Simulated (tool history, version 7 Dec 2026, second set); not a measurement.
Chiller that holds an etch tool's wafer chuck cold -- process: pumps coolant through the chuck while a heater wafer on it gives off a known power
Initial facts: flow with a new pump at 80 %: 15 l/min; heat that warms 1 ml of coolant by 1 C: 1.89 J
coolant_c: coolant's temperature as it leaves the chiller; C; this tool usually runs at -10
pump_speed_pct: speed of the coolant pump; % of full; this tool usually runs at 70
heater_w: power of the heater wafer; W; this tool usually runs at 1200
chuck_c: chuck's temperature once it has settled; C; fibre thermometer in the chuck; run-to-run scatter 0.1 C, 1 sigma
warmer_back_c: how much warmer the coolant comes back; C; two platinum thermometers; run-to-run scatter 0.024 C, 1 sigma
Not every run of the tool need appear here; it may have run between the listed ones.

run,hour,coolant_c,pump_speed_pct,heater_w,chuck_c,warmer_back_c
1,0,-10,70,1200,0.1,3.02
2,68.8,-10,70,1200,0.4,2.99
3,123.5,-10,70,1200,0.4,3
# hour 158.8: chiller's thermometer calibrated
4,181.4,-10,70,1200,-0.2,3.02
5,225.2,-10,70,710,-4.2,1.77
6,293.2,-6,70,1200,3.8,3.05
7,371.1,-10,70,1200,-0.2,3
8,420.8,-10,87,881,-3.8,1.76
9,460,-10,83,882,-3.5,1.82
10,515.7,-14,80,1200,-4.9,2.68
11,586.5,-10,86,846,-3.9,1.69
12,626.3,-10,95,1241,-1.9,2.29
13,695.6,-17,74,741,-11.1,1.78
14,738,-2,71,1200,8,2.96

Here are 3 independent what-if runs from the current tool condition. What would each one return?
A,775.7,-2,88,1155,?,?
B,775.7,-6,70,1200,?,?
C,775.7,-2,70,755,?,?

run,chuck_c,warmer_back_c
A,6,2.29
B,4.1,3.02
C,4.4,1.89
Stripped of hidden state, with their random variation kept, the same runs would have yielded:
run,chuck_c,warmer_back_c
A,5.5,2.21
B,3.5,2.92
C,4,1.83
